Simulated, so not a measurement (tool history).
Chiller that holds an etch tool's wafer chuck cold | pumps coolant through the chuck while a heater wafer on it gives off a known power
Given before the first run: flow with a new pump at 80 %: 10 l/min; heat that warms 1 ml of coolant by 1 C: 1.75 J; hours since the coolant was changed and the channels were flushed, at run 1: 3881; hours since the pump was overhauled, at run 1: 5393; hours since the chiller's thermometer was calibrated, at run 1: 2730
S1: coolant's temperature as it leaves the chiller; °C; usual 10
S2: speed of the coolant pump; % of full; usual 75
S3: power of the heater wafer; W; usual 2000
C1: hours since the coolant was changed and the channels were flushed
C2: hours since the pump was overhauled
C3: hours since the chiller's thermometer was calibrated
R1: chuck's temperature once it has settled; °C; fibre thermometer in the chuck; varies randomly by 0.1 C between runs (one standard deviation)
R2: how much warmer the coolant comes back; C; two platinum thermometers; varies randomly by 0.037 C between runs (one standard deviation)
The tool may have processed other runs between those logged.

run,hour,S1,S2,S3,C1,C2,C3,R1,R2
1,0,10,75,2000,3881,5393,2730,27.3,7.36
2,141.4,9,75,2000,4022,5534,2871,26.3,7.33
3,288.8,9,75,2000,4170,5682,3019,26.2,7.33
4,441.9,10,75,1656,4323,5835,3172,24.4,6.05
5,543.6,10,75,1656,4425,5937,3274,24.2,6.08
6,731.5,13,75,2000,4613,6125,3462,30.1,7.33
7,846.1,13,75,2000,4727,6239,3576,30.1,7.39
8,992.3,13,75,2000,4873,6385,3722,30.2,7.35
9,1184.2,10,80,1408,5065,6577,3914,21.2,4.78
10,1386.7,10,80,1408,5268,6780,4117,21.4,4.77
11,1556.9,14,75,2000,5438,6950,4287,31.1,7.28
12,1690.7,20,82,1742,5572,7084,4421,33.7,5.74
13,1893.4,12,71,1950,5774,7286,4623,29.6,7.64
14,2075.3,10,73,2000,5956,7468,4805,27.6,7.51
15,2216.1,10,73,2000,6097,7609,4946,27.6,7.48

Forecast run 16:
16,2339.7,16,64,1733,6221,7733,5070,?,?

R1: 33.3 °C
R2: 7.52 C
With no hidden state in the tool, this same run would have given R1 33.3 °C, R2 7.6 C.

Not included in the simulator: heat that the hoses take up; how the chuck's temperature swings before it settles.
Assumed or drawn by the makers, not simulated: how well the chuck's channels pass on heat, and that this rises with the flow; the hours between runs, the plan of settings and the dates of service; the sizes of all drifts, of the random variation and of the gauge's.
